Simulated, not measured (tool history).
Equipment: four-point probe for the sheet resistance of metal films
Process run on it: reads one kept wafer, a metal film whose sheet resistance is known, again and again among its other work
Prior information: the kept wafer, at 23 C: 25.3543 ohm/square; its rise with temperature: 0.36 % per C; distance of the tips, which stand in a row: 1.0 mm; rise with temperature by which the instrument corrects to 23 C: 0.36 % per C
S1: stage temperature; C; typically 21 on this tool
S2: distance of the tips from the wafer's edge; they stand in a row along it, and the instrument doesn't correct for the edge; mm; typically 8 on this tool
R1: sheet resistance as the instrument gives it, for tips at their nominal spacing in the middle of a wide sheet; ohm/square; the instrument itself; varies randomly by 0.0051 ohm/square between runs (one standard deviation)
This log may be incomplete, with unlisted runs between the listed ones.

| run | day | S1 | S2 | R1 |
|---|---|---|---|---|
| 1 | 0.000 | 21 | 8 | 25.519216 |
| 2 | 1.204 | 21 | 8 | 25.525018 |
| 3 | 2.442 | 20 | 8 | 25.511465 |
| 4 | 3.679 | 21 | 10 | 25.438529 |
| 5 | 5.521 | 21 | 10 | 25.429349 |
| 6 | 6.608 | 21 | 28 | 25.313362 |
| 7 | 8.567 | 21 | 28 | 25.320742 |
| 8 | 9.979 | 21 | 28 | 25.305697 |
| 9 | 11.571 | 21 | 28 | 25.299891 |
| 10 | 12.762 | 21 | 3 | 26.707563 |
| 11 | 14.667 | 21 | 20 | 25.321169 |
| 12 | 16.404 | 21 | 20 | 25.317941 |
| 13 | 18.042 | 21 | 10 | 25.410601 |
| 14 | 19.158 | 27 | 8 | 25.479569 |
| 15 | 20.800 | 27 | 8 | 25.486780 |
| 16 | 22.271 | 35 | 11 | 25.392245 |
| 17 | 23.083 | 35 | 11 | 25.384096 |
|  | 23.208 | stage's thermometer calibrated |
| 18 | 24.138 | 35 | 11 | 25.381356 |
| 19 | 25.912 | 21 | 8 | 25.481241 |
| 20 | 27.042 | 26 | 30 | 25.284210 |
| 21 | 28.238 | 26 | 30 | 25.275502 |
|  | 28.704 | stage's thermometer calibrated, once more |
| 22 | 29.421 | 23 | 56 | 25.248745 |
| 23 | 30.321 | 22 | 16 | 25.301913 |
| 24 | 31.958 | 33 | 8 | 25.457551 |
| 25 | 33.496 | 31 | 34 | 25.259868 |
| 26 | 35.192 | 31 | 34 | 25.252771 |

What if the next run were any one of these 5? Each begins from the tool's condition after run 26:
| A | 36.908 | 33 | 8 | ? |
| B | 36.908 | 23 | 34 | ? |
| C | 36.908 | 27 | 7 | ? |
| D | 36.908 | 23 | 49 | ? |
| E | 36.908 | 26 | 34 | ? |

| run | R1 |
|---|---|
| A | 25.459567 |
| B | 25.241874 |
| C | 25.512388 |
| D | 25.239150 |
| E | 25.257269 |
Take away the tool's hidden state, keep each run's random variation, and the runs would have read:
| run | R1 |
|---|---|
| A | 25.575260 |
| B | 25.356674 |
| C | 25.628314 |
| D | 25.353939 |
| E | 25.372131 |

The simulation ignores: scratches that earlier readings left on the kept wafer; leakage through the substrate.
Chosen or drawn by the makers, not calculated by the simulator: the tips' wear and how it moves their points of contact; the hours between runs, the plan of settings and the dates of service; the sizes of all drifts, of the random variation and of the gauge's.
